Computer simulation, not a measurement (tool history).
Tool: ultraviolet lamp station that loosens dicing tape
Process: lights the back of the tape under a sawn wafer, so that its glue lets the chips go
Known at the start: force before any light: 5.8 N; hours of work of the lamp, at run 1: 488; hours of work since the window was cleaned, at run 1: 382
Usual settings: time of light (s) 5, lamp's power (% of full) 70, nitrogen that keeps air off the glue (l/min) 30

run,hour,time of light (s),lamp's power (% of full),nitrogen that keeps air off the glue (l/min),hours of work of the lamp,hours of work since the window was cleaned,force that peels the tape off (N),light that reached the tape (mJ/cm²)
1,0.0,5,70,30,488,382,0.305,222
2,26.0,5,70,49,499,393,0.262,222
3,52.1,9,70,30,510,404,0.207,399
4,87.4,5,70,29,525,419,0.308,224
5,114.9,5,70,29,536,431,0.303,224
6,143.0,4,70,30,548,442,0.407,177
7,176.4,5,70,26,562,456,0.321,222
8,214.7,5,70,26,578,473,0.315,222
9,258.7,5,70,26,597,491,0.308,221
10,309.6,5,70,26,618,512,0.318,222
11,353.8,5,70,26,637,531,0.314,221
12,384.9,5,70,30,650,544,0.299,222
13,420.3,5,70,30,665,559,0.289,220
14,455.7,5,70,30,680,574,0.314,221
15,482.2,5,70,30,691,585,0.301,225
16,511.0,5,70,16,703,597,0.414,224
# hour 556.4: window cleaned of glue's vapour
17,563.3,5,70,16,725,3,0.413,224
18,590.2,5,70,16,736,14,0.406,223
19,633.4,5,70,10,754,32,0.554,222
20,684.1,4,70,10,775,54,0.828,178
21,735.4,4,70,10,797,75,0.790,178
22,766.6,4,70,10,810,88,0.799,181
23,792.1,4,70,10,821,99,0.787,178
24,843.6,9,96,53,843,121,0.218,549
25,871.1,9,96,53,854,132,0.219,551
26,905.6,6,73,33,869,147,0.250,278
27,958.9,6,73,33,891,169,0.244,279
28,995.6,6,73,33,906,185,0.231,280
29,1018.0,4,62,16,916,194,0.692,157
30,1048.7,5,62,30,929,207,0.347,199
31,1089.6,5,70,30,946,224,0.298,221
32,1116.3,5,70,30,957,236,0.300,229
33,1156.5,5,70,30,974,253,0.276,224
34,1194.7,5,70,30,990,269,0.302,222
35,1248.7,7,66,30,1013,291,0.244,296
36,1271.6,7,79,30,1023,301,0.228,354
37,1319.7,5,72,29,1043,321,0.285,229
38,1353.6,6,69,51,1057,335,0.241,263
39,1398.6,8,62,10,1076,354,0.331,318
40,1451.5,5,76,31,1098,377,0.272,239
41,1473.3,4,62,52,1107,386,0.373,157
42,1527.5,4,81,52,1130,409,0.284,202
43,1573.4,5,74,34,1150,428,0.279,236

Hidden state at the last listed run before each entry between runs and at the first one after, where it differs:
Between runs 16 and 17: window cleaned of glue's vapour (hour 556.4)
  light that the window lets through, % of a clean one's: 99.9 -> 100

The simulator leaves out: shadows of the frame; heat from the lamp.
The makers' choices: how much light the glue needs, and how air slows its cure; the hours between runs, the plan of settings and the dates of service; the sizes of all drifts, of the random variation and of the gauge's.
